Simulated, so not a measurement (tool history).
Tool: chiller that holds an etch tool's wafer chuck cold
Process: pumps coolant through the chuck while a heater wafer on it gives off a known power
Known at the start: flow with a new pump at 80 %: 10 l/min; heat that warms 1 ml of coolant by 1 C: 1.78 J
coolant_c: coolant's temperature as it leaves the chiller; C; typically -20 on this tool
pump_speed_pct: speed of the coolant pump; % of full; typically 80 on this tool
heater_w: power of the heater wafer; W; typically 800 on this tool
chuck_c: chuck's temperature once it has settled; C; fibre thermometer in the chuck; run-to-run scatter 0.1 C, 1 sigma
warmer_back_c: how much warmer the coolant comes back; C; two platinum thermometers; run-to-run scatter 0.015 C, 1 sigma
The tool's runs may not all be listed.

| run | hour | coolant_c | pump_speed_pct | heater_w | chuck_c | warmer_back_c |
|---|---|---|---|---|---|---|
| 1 | 0 | -20 | 80 | 800 | -10.6 | 2.8 |
| 2 | 101.8 | -12 | 80 | 800 | -2.6 | 2.8 |
| 3 | 266 | -20 | 80 | 800 | -10.5 | 2.81 |
| 4 | 498.3 | -20 | 91 | 800 | -11.2 | 2.42 |
| 5 | 686.7 | -20 | 77 | 800 | -9.9 | 2.94 |
| 6 | 852.9 | -20 | 77 | 800 | -9.8 | 2.95 |
| 7 | 1067.7 | -13 | 80 | 800 | -3.2 | 2.81 |
|  | 1078.9 | chiller's thermometer calibrated |
| 8 | 1247.6 | -13 | 80 | 800 | -3 | 2.82 |
| 9 | 1416.6 | -12 | 61 | 915 | 2.6 | 4.41 |
| 10 | 1599.7 | -12 | 63 | 772 | -0.1 | 3.59 |
| 11 | 1791.2 | -12 | 81 | 772 | -1.8 | 2.7 |
| 12 | 1896.1 | -24 | 88 | 1007 | -11.9 | 3.25 |
| 13 | 2119.4 | -24 | 88 | 1007 | -11.9 | 3.23 |
| 14 | 2233.9 | -24 | 88 | 1007 | -11.9 | 3.28 |
|  | 2425.2 | coolant changed, channels flushed |
|  | 2457.3 | chiller's thermometer calibrated, once more |
| 15 | 2457.3 | -13 | 88 | 800 | -5.1 | 2.58 |

Alternative continuations, all from the tool just after run 15; predict every row:
| A | 2586 | -20 | 98 | 865 | ? | ? |
| B | 2586 | -20 | 92 | 751 | ? | ? |
| C | 2586 | -22 | 88 | 1077 | ? | ? |
| D | 2586 | -26 | 80 | 800 | ? | ? |
| E | 2586 | -17 | 62 | 685 | ? | ? |

| run | chuck_c | warmer_back_c |
|---|---|---|
| A | -12.1 | 2.49 |
| B | -12.6 | 2.3 |
| C | -11.3 | 3.47 |
| D | -17.4 | 2.88 |
| E | -7.9 | 3.3 |
With no hidden state in the tool, these same runs would have given:
| run | chuck_c | warmer_back_c |
|---|---|---|
| A | -12.5 | 2.34 |
| B | -13 | 2.16 |
| C | -11.9 | 3.25 |
| D | -17.9 | 2.7 |
| E | -8.4 | 3.1 |

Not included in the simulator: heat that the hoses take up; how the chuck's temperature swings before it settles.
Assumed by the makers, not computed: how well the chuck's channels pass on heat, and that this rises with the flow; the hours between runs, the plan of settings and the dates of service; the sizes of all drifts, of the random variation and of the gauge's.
